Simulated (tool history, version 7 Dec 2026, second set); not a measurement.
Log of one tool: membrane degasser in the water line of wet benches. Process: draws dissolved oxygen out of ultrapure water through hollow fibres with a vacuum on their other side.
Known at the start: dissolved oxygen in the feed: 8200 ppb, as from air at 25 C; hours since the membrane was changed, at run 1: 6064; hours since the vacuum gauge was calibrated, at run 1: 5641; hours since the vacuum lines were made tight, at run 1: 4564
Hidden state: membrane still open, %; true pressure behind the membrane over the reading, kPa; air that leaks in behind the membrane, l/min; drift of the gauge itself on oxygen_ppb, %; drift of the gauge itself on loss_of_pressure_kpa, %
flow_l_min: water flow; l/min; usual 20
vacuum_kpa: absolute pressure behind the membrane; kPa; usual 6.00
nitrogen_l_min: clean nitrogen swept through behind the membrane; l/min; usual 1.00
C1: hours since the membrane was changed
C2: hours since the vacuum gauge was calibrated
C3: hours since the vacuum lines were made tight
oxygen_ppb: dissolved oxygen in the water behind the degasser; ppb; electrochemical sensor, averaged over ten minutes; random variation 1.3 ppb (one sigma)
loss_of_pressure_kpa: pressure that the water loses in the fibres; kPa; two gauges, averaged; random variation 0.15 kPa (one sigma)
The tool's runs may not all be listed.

{"run": 1, "hour": 0.0, "flow_l_min": 20, "vacuum_kpa": 6.0, "nitrogen_l_min": 1.0, "C1": 6064, "C2": 5641, "C3": 4564, "oxygen_ppb": 162.0, "loss_of_pressure_kpa": 30.63}
{"run": 2, "hour": 164.3, "flow_l_min": 20, "vacuum_kpa": 11.14, "nitrogen_l_min": 1.0, "C1": 6228, "C2": 5806, "C3": 4728, "oxygen_ppb": 382.3, "loss_of_pressure_kpa": 30.61}
{"hour": 363.0, "done": "seals of the vacuum lines changed"}
{"run": 3, "hour": 401.7, "flow_l_min": 20, "vacuum_kpa": 11.14, "nitrogen_l_min": 1.0, "C1": 6464, "C2": 6041, "C3": 39, "oxygen_ppb": 377.6, "loss_of_pressure_kpa": 30.71}
{"run": 4, "hour": 602.3, "flow_l_min": 20, "vacuum_kpa": 11.14, "nitrogen_l_min": 1.0, "C1": 6664, "C2": 6242, "C3": 239, "oxygen_ppb": 374.0, "loss_of_pressure_kpa": 31.16}
{"run": 5, "hour": 740.6, "flow_l_min": 20, "vacuum_kpa": 11.14, "nitrogen_l_min": 1.0, "C1": 6802, "C2": 6380, "C3": 378, "oxygen_ppb": 374.4, "loss_of_pressure_kpa": 31.28}
{"run": 6, "hour": 963.3, "flow_l_min": 20, "vacuum_kpa": 11.14, "nitrogen_l_min": 1.0, "C1": 7025, "C2": 6603, "C3": 600, "oxygen_ppb": 380.8, "loss_of_pressure_kpa": 31.17}
{"run": 7, "hour": 1247.9, "flow_l_min": 20, "vacuum_kpa": 11.14, "nitrogen_l_min": 1.0, "C1": 7310, "C2": 6887, "C3": 885, "oxygen_ppb": 381.2, "loss_of_pressure_kpa": 31.41}
{"run": 8, "hour": 1434.1, "flow_l_min": 20, "vacuum_kpa": 6.0, "nitrogen_l_min": 1.0, "C1": 7496, "C2": 7073, "C3": 1071, "oxygen_ppb": 165.2, "loss_of_pressure_kpa": 31.51}
{"run": 9, "hour": 1605.8, "flow_l_min": 20, "vacuum_kpa": 6.0, "nitrogen_l_min": 1.0, "C1": 7668, "C2": 7245, "C3": 1243, "oxygen_ppb": 166.8, "loss_of_pressure_kpa": 31.54}
{"run": 10, "hour": 1777.9, "flow_l_min": 20, "vacuum_kpa": 6.0, "nitrogen_l_min": 1.0, "C1": 7840, "C2": 7417, "C3": 1415, "oxygen_ppb": 168.2, "loss_of_pressure_kpa": 31.6}
{"run": 11, "hour": 2012.7, "flow_l_min": 20, "vacuum_kpa": 6.0, "nitrogen_l_min": 1.0, "C1": 8075, "C2": 7652, "C3": 1650, "oxygen_ppb": 167.8, "loss_of_pressure_kpa": 31.67}
{"run": 12, "hour": 2193.6, "flow_l_min": 20, "vacuum_kpa": 6.0, "nitrogen_l_min": 1.0, "C1": 8255, "C2": 7833, "C3": 1831, "oxygen_ppb": 171.1, "loss_of_pressure_kpa": 31.78}
{"hour": 2284.0, "done": "membrane cartridge changed"}
{"run": 13, "hour": 2451.8, "flow_l_min": 14, "vacuum_kpa": 4.75, "nitrogen_l_min": 1.05, "C1": 168, "C2": 8087, "C3": 2085, "oxygen_ppb": 63.3, "loss_of_pressure_kpa": 19.44}
{"run": 14, "hour": 2587.2, "flow_l_min": 14, "vacuum_kpa": 4.72, "nitrogen_l_min": 0.49, "C1": 303, "C2": 8223, "C3": 2220, "oxygen_ppb": 114.9, "loss_of_pressure_kpa": 19.56}
{"run": 15, "hour": 2738.3, "flow_l_min": 25, "vacuum_kpa": 6.0, "nitrogen_l_min": 1.0, "C1": 454, "C2": 8374, "C3": 2371, "oxygen_ppb": 192.4, "loss_of_pressure_kpa": 35.3}
{"run": 16, "hour": 2928.2, "flow_l_min": 20, "vacuum_kpa": 8.55, "nitrogen_l_min": 0.51, "C1": 644, "C2": 8564, "C3": 2561, "oxygen_ppb": 447.9, "loss_of_pressure_kpa": 28.25}
{"hour": 3133.8, "done": "vacuum gauge calibrated"}
{"run": 17, "hour": 3197.2, "flow_l_min": 20, "vacuum_kpa": 8.55, "nitrogen_l_min": 0.51, "C1": 913, "C2": 63, "C3": 2830, "oxygen_ppb": 422.7, "loss_of_pressure_kpa": 28.59}
{"run": 18, "hour": 3327.9, "flow_l_min": 20, "vacuum_kpa": 10.33, "nitrogen_l_min": 1.34, "C1": 1043, "C2": 194, "C3": 2960, "oxygen_ppb": 257.2, "loss_of_pressure_kpa": 28.64}
{"run": 19, "hour": 3603.2, "flow_l_min": 17, "vacuum_kpa": 6.0, "nitrogen_l_min": 1.0, "C1": 1319, "C2": 469, "C3": 3236, "oxygen_ppb": 122.5, "loss_of_pressure_kpa": 24.36}
{"run": 20, "hour": 3788.7, "flow_l_min": 19, "vacuum_kpa": 3.71, "nitrogen_l_min": 1.72, "C1": 1504, "C2": 655, "C3": 3421, "oxygen_ppb": 32.0, "loss_of_pressure_kpa": 27.23}
{"run": 21, "hour": 3971.0, "flow_l_min": 26, "vacuum_kpa": 5.64, "nitrogen_l_min": 0.61, "C1": 1687, "C2": 837, "C3": 3604, "oxygen_ppb": 240.7, "loss_of_pressure_kpa": 37.42}
{"run": 22, "hour": 4271.1, "flow_l_min": 31, "vacuum_kpa": 6.85, "nitrogen_l_min": 1.16, "C1": 1987, "C2": 1137, "C3": 3904, "oxygen_ppb": 258.4, "loss_of_pressure_kpa": 44.78}
{"run": 23, "hour": 4576.6, "flow_l_min": 30, "vacuum_kpa": 12.28, "nitrogen_l_min": 2.21, "C1": 2292, "C2": 1443, "C3": 4209, "oxygen_ppb": 329.1, "loss_of_pressure_kpa": 43.59}
{"run": 24, "hour": 4794.6, "flow_l_min": 22, "vacuum_kpa": 4.43, "nitrogen_l_min": 1.2, "C1": 2510, "C2": 1661, "C3": 4427, "oxygen_ppb": 80.5, "loss_of_pressure_kpa": 32.07}

4 ways to go on from here, each from the tool as it stands after run 24. What would each give?
{"run": "A", "hour": 5004.7, "flow_l_min": 15, "vacuum_kpa": 10.57, "nitrogen_l_min": 1.0, "C1": 2720, "C2": 1871, "C3": 4637, "oxygen_ppb": "?", "loss_of_pressure_kpa": "?"}
{"run": "B", "hour": 5004.7, "flow_l_min": 23, "vacuum_kpa": 5.5, "nitrogen_l_min": 1.2, "C1": 2720, "C2": 1871, "C3": 4637, "oxygen_ppb": "?", "loss_of_pressure_kpa": "?"}
{"run": "C", "hour": 5004.7, "flow_l_min": 12, "vacuum_kpa": 9.14, "nitrogen_l_min": 1.58, "C1": 2720, "C2": 1871, "C3": 4637, "oxygen_ppb": "?", "loss_of_pressure_kpa": "?"}
{"run": "D", "hour": 5004.7, "flow_l_min": 20, "vacuum_kpa": 6.0, "nitrogen_l_min": 0.85, "C1": 2720, "C2": 1871, "C3": 4637, "oxygen_ppb": "?", "loss_of_pressure_kpa": "?"}

run=A oxygen_ppb=268.0 loss_of_pressure_kpa=21.67
run=B oxygen_ppb=131.8 loss_of_pressure_kpa=33.82
run=C oxygen_ppb=120.9 loss_of_pressure_kpa=17.55
run=D oxygen_ppb=170.0 loss_of_pressure_kpa=29.22
Without the tool's hidden state the same runs would have given:
run=A oxygen_ppb=256.0 loss_of_pressure_kpa=20.86
run=B oxygen_ppb=121.2 loss_of_pressure_kpa=32.56
run=C oxygen_ppb=113.0 loss_of_pressure_kpa=16.90
run=D oxygen_ppb=159.6 loss_of_pressure_kpa=28.13
